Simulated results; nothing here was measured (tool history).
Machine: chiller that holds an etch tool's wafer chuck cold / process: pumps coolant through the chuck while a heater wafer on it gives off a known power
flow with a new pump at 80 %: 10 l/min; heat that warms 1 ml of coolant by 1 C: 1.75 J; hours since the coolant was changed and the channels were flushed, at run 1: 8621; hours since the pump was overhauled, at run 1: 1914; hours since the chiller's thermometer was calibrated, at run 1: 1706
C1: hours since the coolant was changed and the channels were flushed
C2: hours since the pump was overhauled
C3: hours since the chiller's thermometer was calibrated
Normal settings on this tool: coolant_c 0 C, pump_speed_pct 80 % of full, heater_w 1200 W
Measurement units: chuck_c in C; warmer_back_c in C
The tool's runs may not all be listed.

Run 1, hour 0: usual settings; C1 8621; C2 1914; C3 1706. Result: chuck_c 12.1 C, warmer_back_c 4.09 C.
Run 2, hour 111.6: usual settings; C1 8733; C2 2025; C3 1818. Result: chuck_c 12 C, warmer_back_c 4.13 C.
Run 3, hour 183.6: usual settings but heater_w 719 W; C1 8805; C2 2097; C3 1890. Result: chuck_c 7.1 C, warmer_back_c 2.49 C.
Run 4, hour 275.4: usual settings but heater_w 719 W; C1 8897; C2 2189; C3 1982. Result: chuck_c 7.3 C, warmer_back_c 2.4 C.
Run 5, hour 373.4: usual settings but heater_w 719 W; C1 8995; C2 2287; C3 2080. Result: chuck_c 7 C, warmer_back_c 2.52 C.
Run 6, hour 506.6: usual settings; C1 9128; C2 2420; C3 2213. Result: chuck_c 12 C, warmer_back_c 4.2 C.
Run 7, hour 612.4: usual settings; C1 9234; C2 2526; C3 2319. Result: chuck_c 11.9 C, warmer_back_c 4.14 C.
Run 8, hour 703.4: usual settings but heater_w 641 W; C1 9325; C2 2617; C3 2410. Result: chuck_c 6.2 C, warmer_back_c 2.18 C.
Run 9, hour 805.5: usual settings but heater_w 641 W; C1 9427; C2 2719; C3 2512. Result: chuck_c 6.2 C, warmer_back_c 2.31 C.
Run 10, hour 866.6: usual settings; C1 9488; C2 2780; C3 2573. Result: chuck_c 12.1 C, warmer_back_c 4.13 C.
Run 11, hour 939.3: usual settings; C1 9561; C2 2853; C3 2646. Result: chuck_c 12.1 C, warmer_back_c 4.16 C.
Run 12, hour 1055.1: usual settings; C1 9677; C2 2969; C3 2761. Result: chuck_c 12 C, warmer_back_c 4.16 C.
Run 13, hour 1142.6: usual settings; C1 9764; C2 3056; C3 2849. Result: chuck_c 12.1 C, warmer_back_c 4.21 C.
Run 14, hour 1216.5: usual settings; C1 9838; C2 3130; C3 2923. Result: chuck_c 12 C, warmer_back_c 4.08 C.
Run 15, hour 1271.7: usual settings; C1 9893; C2 3185; C3 2978. Result: chuck_c 11.9 C, warmer_back_c 4.19 C.
Run 16, hour 1332.1: usual settings; C1 9953; C2 3246; C3 3038. Result: chuck_c 12.2 C, warmer_back_c 4.21 C.
Run 17, hour 1398.9: usual settings but coolant_c 5 C, pump_speed_pct 66 % of full, heater_w 695 W; C1 10020; C2 3312; C3 3105. Result: chuck_c 13.2 C, warmer_back_c 2.98 C.
Run 18, hour 1501.2: usual settings but coolant_c 9 C, pump_speed_pct 78 % of full, heater_w 746 W; C1 10123; C2 3415; C3 3207. Result: chuck_c 16.5 C, warmer_back_c 2.73 C.
Run 19, hour 1557.1: usual settings but coolant_c 9 C, pump_speed_pct 78 % of full, heater_w 746 W; C1 10179; C2 3471; C3 3263. Result: chuck_c 16.6 C, warmer_back_c 2.73 C.
Run 20, hour 1650: usual settings but coolant_c 9 C, pump_speed_pct 64 % of full, heater_w 1357 W; C1 10271; C2 3564; C3 3356. Result: chuck_c 25.6 C, warmer_back_c 5.98 C.
Run 21, hour 1746.4: usual settings but coolant_c 1 C, pump_speed_pct 69 % of full, heater_w 1782 W; C1 10368; C2 3660; C3 3453. Result: chuck_c 21.6 C, warmer_back_c 7.22 C.
At hour 1804.5: coolant changed, channels flushed.
Run 22, hour 1847: usual settings but coolant_c 1 C, pump_speed_pct 69 % of full, heater_w 1782 W; C1 43; C2 3755; C3 3547. Result: chuck_c 21.5 C, warmer_back_c 7.25 C.
Run 23, hour 1961.5: usual settings but coolant_c 1 C, pump_speed_pct 69 % of full, heater_w 1782 W; C1 157; C2 3869; C3 3662. Result: chuck_c 21.2 C, warmer_back_c 7.3 C.
Run 24, hour 2052.6: usual settings but pump_speed_pct 69 % of full, heater_w 1782 W; C1 248; C2 3960; C3 3753. Result: chuck_c 20.4 C, warmer_back_c 7.22 C.
Run 25, hour 2130.5: usual settings but coolant_c 6 C, pump_speed_pct 63 % of full; C1 326; C2 4038; C3 3831. Result: chuck_c 20.9 C, warmer_back_c 5.37 C.
Run 26, hour 2204.1: usual settings but coolant_c -9 C, pump_speed_pct 64 % of full, heater_w 1031 W; C1 400; C2 4112; C3 3904. Result: chuck_c 3.7 C, warmer_back_c 4.56 C.
Run 27, hour 2339.6: usual settings but heater_w 829 W; C1 535; C2 4247; C3 4040. Result: chuck_c 8.1 C, warmer_back_c 2.92 C.
Run 28, hour 2469.7: usual settings but coolant_c -4 C, pump_speed_pct 96 % of full, heater_w 627 W; C1 665; C2 4377; C3 4170. Result: chuck_c 1.2 C, warmer_back_c 1.84 C.
Run 29, hour 2588.3: usual settings but coolant_c -4 C, pump_speed_pct 72 % of full, heater_w 634 W; C1 784; C2 4496; C3 4289. Result: chuck_c 2.9 C, warmer_back_c 2.57 C.
At hour 2636.1: chiller's thermometer calibrated.
Run 30, hour 2678.4: usual settings but coolant_c -4 C, pump_speed_pct 72 % of full, heater_w 634 W; C1 873; C2 4585; C3 42. Result: chuck_c 2.8 C, warmer_back_c 2.5 C.
Run 31, hour 2767.9: usual settings but pump_speed_pct 60 % of full, heater_w 1111 W; C1 962; C2 4674; C3 132. Result: chuck_c 14.5 C, warmer_back_c 5.25 C.

For each run, the measured value with the value that run would have given without the tool's hidden condition subtracted. The run-to-run variation is shared by both, the gauge scatter possibly not:
Hidden state present: heat passed by the chuck's channels, % of clean ones'; flow at a given pump speed, % of a new pump's; coolant's true temperature over the reading, C; drift of the gauge itself on chuck_c, C; drift of the gauge itself on warmer_back_c, C.
run  warmer_back_c
  1             +0
  2             +0
  3             +0
  4          +0.01
  5          +0.02
  6          +0.03
  7          +0.03
  8          +0.04
  9          +0.03
 10          +0.04
 11          +0.04
 12          +0.05
 13          +0.05
 14          +0.06
 15          +0.06
 16          +0.06
 17          +0.06
 18          +0.07
 19          +0.07
 20          +0.08
 21          +0.08
 22          +0.09
 23          +0.09
 24          +0.09
 25          +0.09
 26           +0.1
 27          +0.11
 28          +0.11
 29          +0.12
 30          +0.12
 31          +0.13
chuck_c: within 0.1 C of the measured result in every run.

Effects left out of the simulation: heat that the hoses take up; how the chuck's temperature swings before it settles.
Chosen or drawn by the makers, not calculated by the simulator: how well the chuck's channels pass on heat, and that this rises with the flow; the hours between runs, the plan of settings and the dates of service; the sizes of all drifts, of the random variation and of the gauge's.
